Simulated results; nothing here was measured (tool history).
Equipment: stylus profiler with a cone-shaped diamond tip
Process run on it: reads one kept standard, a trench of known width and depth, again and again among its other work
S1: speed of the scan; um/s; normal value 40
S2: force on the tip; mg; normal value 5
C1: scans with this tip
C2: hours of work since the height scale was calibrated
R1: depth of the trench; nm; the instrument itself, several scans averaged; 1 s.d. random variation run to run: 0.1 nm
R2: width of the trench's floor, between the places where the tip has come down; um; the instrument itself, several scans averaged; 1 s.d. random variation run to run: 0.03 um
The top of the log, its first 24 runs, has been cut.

run 25 hour=1386.6 | S1=12 S2=4.45 | C1=13885 C2=640 | R1=100.97 R2=27.75
run 26 hour=1434.2 | S1=12 S2=4.45 | C1=14020 C2=668 | R1=101.04 R2=27.85
run 27 hour=1476.5 | S1=12 S2=2.48 | C1=14140 C2=693 | R1=100.57 R2=27.73
run 28 hour=1557.5 | S1=12 S2=2.48 | C1=14370 C2=741 | R1=100.53 R2=27.79
run 29 hour=1602.7 | S1=70 S2=1.68 | C1=14498 C2=768 | R1=100.2 R2=27.43
run 30 hour=1674.2 | S1=58 S2=3.59 | C1=14701 C2=810 | R1=100.83 R2=27.61
run 31 hour=1764.4 | S1=58 S2=3.59 | C1=14956 C2=863 | R1=100.84 R2=27.58
run 32 hour=1847.7 | S1=80 S2=12.28 | C1=15192 C2=912 | R1=102.28 R2=27.63
run 33 hour=1918.6 | S1=80 S2=12.28 | C1=15393 C2=954 | R1=102.25 R2=27.59
run 34 hour=1996.9 | S1=59 S2=3.29 | C1=15615 C2=1000 | R1=100.76 R2=27.55
run 35 hour=2063.4 | S1=59 S2=3.29 | C1=15804 C2=1039 | R1=100.6 R2=27.6
run 36 hour=2105.2 | S1=40 S2=1.88 | C1=15922 C2=1064 | R1=100.26 R2=27.59
run 37 hour=2189.2 | S1=38 S2=3.59 | C1=16160 C2=1113 | R1=100.85 R2=27.58
run 38 hour=2246.2 | S1=158 S2=3.22 | C1=16322 C2=1147 | R1=100.52 R2=27.19
run 39 hour=2288.7 | S1=22 S2=2.02 | C1=16442 C2=1172 | R1=100.26 R2=27.58
run 40 hour=2379.5 | S1=32 S2=2.02 | C1=16700 C2=1225 | R1=100.25 R2=27.55
run 41 hour=2460.1 | S1=32 S2=2.02 | C1=16928 C2=1273 | R1=100.23 R2=27.58
run 42 hour=2531.1 | S1=40 S2=7.25 | C1=17130 C2=1314 | R1=101.23 R2=27.57
run 43 hour=2579.3 | S1=40 S2=8.72 | C1=17266 C2=1343 | R1=101.62 R2=27.56
-- hour=2594.9 new tip fitted, height scale calibrated
run 44 hour=2659.8 | S1=15 S2=2.94 | C1=184 C2=38 | R1=101.03 R2=28.55
run 45 hour=2703.8 | S1=21 S2=8.72 | C1=309 C2=64 | R1=102.15 R2=28.61

Predict each of these 5 candidate next runs independently; none follows another, all start after run 45:
run A hour=2785.6 | S1=21 S2=8.72 | C1=541 C2=112 | R1=? R2=?
run B hour=2785.6 | S1=105 S2=2.1 | C1=541 C2=112 | R1=? R2=?
run C hour=2785.6 | S1=50 S2=8.72 | C1=541 C2=112 | R1=? R2=?
run D hour=2785.6 | S1=133 S2=3.03 | C1=541 C2=112 | R1=? R2=?
run E hour=2785.6 | S1=50 S2=1.68 | C1=541 C2=112 | R1=? R2=?

run=A R1=102.26 R2=28.59
run=B R1=100.82 R2=28.21
run=C R1=102.12 R2=28.47
run=D R1=101.11 R2=28.21
run=E R1=100.62 R2=28.36
Without the tool's hidden state the same runs would have given:
run=A R1=102.24 R2=28.61
run=B R1=100.8 R2=28.23
run=C R1=102.11 R2=28.48
run=D R1=101.09 R2=28.22
run=E R1=100.6 R2=28.37
